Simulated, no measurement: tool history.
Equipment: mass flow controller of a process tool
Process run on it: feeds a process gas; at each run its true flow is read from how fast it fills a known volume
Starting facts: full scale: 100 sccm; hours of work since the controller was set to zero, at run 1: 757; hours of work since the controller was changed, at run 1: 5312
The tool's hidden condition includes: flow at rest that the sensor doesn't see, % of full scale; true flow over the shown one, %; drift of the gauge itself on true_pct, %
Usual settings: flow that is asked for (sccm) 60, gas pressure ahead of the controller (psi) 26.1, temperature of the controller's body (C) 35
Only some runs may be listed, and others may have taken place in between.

run    hour  flow that is asked for (sccm)  gas pressure ahead of the controller (psi)  temperature of the controller's body (C)  hours of work since the controller was set to zero  hours of work since the controller was changed  true flow (%)
  1     0.0                             60                                        26.1                                        35                                                 757                                            5312         100.00
  2   167.4                             60                                        26.1                                        35                                                 861                                            5416          99.98
  3   422.5                             19                                        26.1                                        35                                                1019                                            5575          99.59
  4   564.0                             14                                        26.1                                        35                                                1107                                            5662          99.53
  5   728.8                             14                                        26.1                                        35                                                1209                                            5765          99.59
  6   866.9                             60                                        26.1                                        35                                                1295                                            5851         100.00
  7  1003.9                             18                                        26.1                                        35                                                1380                                            5936          99.61
  8  1183.4                             60                                        26.1                                        38                                                1491                                            6047         100.03
  9  1293.5                             60                                        26.1                                        38                                                1560                                            6115          99.96
 10  1442.3                             60                                        26.1                                        38                                                1652                                            6208         100.07
 11  1687.7                             60                                        26.1                                        38                                                1804                                            6360          99.99
 12  1892.1                             60                                        26.1                                        26                                                1931                                            6487          99.76
 13  2066.0                             65                                        22.2                                        33                                                2039                                            6595         100.26
 14  2267.1                            100                                        30.0                                        35                                                2164                                            6720         100.17
 15  2408.7                             60                                        32.2                                        40                                                2252                                            6808          99.83
 16  2658.2                             28                                        25.4                                        24                                                2407                                            6963          99.53
 17  2776.5                             60                                        26.1                                        37                                                2480                                            7036         100.11
 18  2918.8                             60                                        35.0                                        35                                                2569                                            7124          99.47
 19  3114.7                             60                                        35.0                                        35                                                2690                                            7246          99.55
 20  3353.9                             23                                        26.1                                        35                                                2839                                            7395          99.64
 21  3549.5                             34                                        26.1                                        29                                                2960                                            7516          99.61
 22  3697.8                             42                                        26.1                                        34                                                3052                                            7608          99.82
 23  3941.8                             42                                        26.1                                        34                                                3204                                            7760          99.80
 24  4142.2                             60                                        26.1                                        26                                                3328                                            7884          99.77

Here are 4 independent what-if runs from the current tool condition. What would each one return?
  A  4272.5                             60                                        33.1                                        35                                                3409                                            7965              ?
  B  4272.5                             60                                        24.4                                        35                                                3409                                            7965              ?
  C  4272.5                             60                                        23.6                                        25                                                3409                                            7965              ?
  D  4272.5                             60                                        33.6                                        26                                                3409                                            7965              ?

run  true flow (%)
  A          99.67
  B         100.06
  C          99.87
  D          99.50
What these runs would have given with no unlogged condition in the tool:
run  true flow (%)
  A          99.67
  B         100.06
  C          99.87
  D          99.50
